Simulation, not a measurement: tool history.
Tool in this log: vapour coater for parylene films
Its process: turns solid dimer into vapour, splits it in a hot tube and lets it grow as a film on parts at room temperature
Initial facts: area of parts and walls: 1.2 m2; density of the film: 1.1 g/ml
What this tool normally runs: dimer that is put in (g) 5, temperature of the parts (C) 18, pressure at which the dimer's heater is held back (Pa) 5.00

| run | hour | dimer that is put in (g) | temperature of the parts (C) | pressure at which the dimer's heater is held back (Pa) | thickness of the film (um) |
|---|---|---|---|---|---|
| 1 | 0.0 | 5 | 18 | 5.00 | 2.34 |
| 2 | 10.4 | 5 | 18 | 5.00 | 2.29 |
| 3 | 22.6 | 5 | 18 | 6.94 | 2.25 |
| 4 | 41.3 | 5 | 18 | 3.99 | 2.33 |
| 5 | 54.5 | 5 | 18 | 3.99 | 2.35 |
| 6 | 64.1 | 5 | 10 | 5.00 | 2.97 |
| 7 | 74.4 | 4 | 18 | 5.00 | 1.83 |
| 8 | 87.6 | 4 | 18 | 5.00 | 1.80 |
| 9 | 98.7 | 4 | 18 | 5.00 | 1.83 |
| 10 | 107.1 | 5 | 18 | 5.00 | 2.25 |
| 11 | 124.4 | 5 | 18 | 5.00 | 2.27 |
| 12 | 132.6 | 3 | 18 | 5.00 | 1.38 |
| 13 | 145.1 | 6 | 11 | 2.38 | 3.57 |
| 14 | 163.8 | 5 | 15 | 5.00 | 2.44 |
| 15 | 181.9 | 5 | 15 | 5.00 | 2.51 |
| 16 | 194.0 | 3 | 16 | 6.96 | 1.34 |
| 17 | 212.1 | 5 | 18 | 5.89 | 2.17 |
| 18 | 227.1 | 4 | 18 | 9.59 | 1.70 |

Expected results for the next run?
| 19 | 243.7 | 5 | 18 | 3.68 | ? |

Run 19 produced thickness of the film (um) 2.28.
With the hidden condition absent and the run-to-run variation left alone, this run would have shown thickness of the film (um) 2.54.
